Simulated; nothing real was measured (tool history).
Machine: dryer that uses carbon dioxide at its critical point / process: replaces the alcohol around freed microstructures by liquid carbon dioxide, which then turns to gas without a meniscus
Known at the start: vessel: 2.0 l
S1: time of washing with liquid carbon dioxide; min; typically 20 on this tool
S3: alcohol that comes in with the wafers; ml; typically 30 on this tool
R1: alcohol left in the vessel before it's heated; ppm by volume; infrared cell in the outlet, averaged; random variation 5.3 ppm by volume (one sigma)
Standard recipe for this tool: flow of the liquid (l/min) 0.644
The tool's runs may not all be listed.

run 1 hour=0 | S1=20 flow_of_the_liquid_(l/min)=0.644 S3=30 | R1=194
run 2 hour=31.5 | S1=20 flow_of_the_liquid_(l/min)=0.644 S3=30 | R1=201
run 3 hour=51.6 | S1=20 flow_of_the_liquid_(l/min)=0.644 S3=30 | R1=198
run 4 hour=82.7 | S1=20 flow_of_the_liquid_(l/min)=0.644 S3=30 | R1=213
run 5 hour=106.9 | S1=20 flow_of_the_liquid_(l/min)=0.644 S3=30 | R1=210
run 6 hour=125.9 | S1=20 flow_of_the_liquid_(l/min)=0.644 S3=30 | R1=222
-- hour=136.9 inlet filter changed
run 7 hour=152.2 | S1=20 flow_of_the_liquid_(l/min)=0.644 S3=30 | R1=171
run 8 hour=186 | S1=20 flow_of_the_liquid_(l/min)=0.644 S3=30 | R1=173
run 9 hour=212.9 | S1=16 flow_of_the_liquid_(l/min)=0.644 S3=30 | R1=366
run 10 hour=228.2 | S1=16 flow_of_the_liquid_(l/min)=0.51 S3=30 | R1=782
run 11 hour=246.2 | S1=14 flow_of_the_liquid_(l/min)=0.54 S3=30 | R1=946
run 12 hour=273.5 | S1=17 flow_of_the_liquid_(l/min)=1.024 S3=75 | R1=118

Expected results for the next run?
run 13 hour=300.1 | S1=21 flow_of_the_liquid_(l/min)=0.596 S3=21 | R1=?

R1: 173 ppm by volume
If the tool had no hidden condition, the same run with the same run-to-run variation would have returned R1 93 ppm by volume.
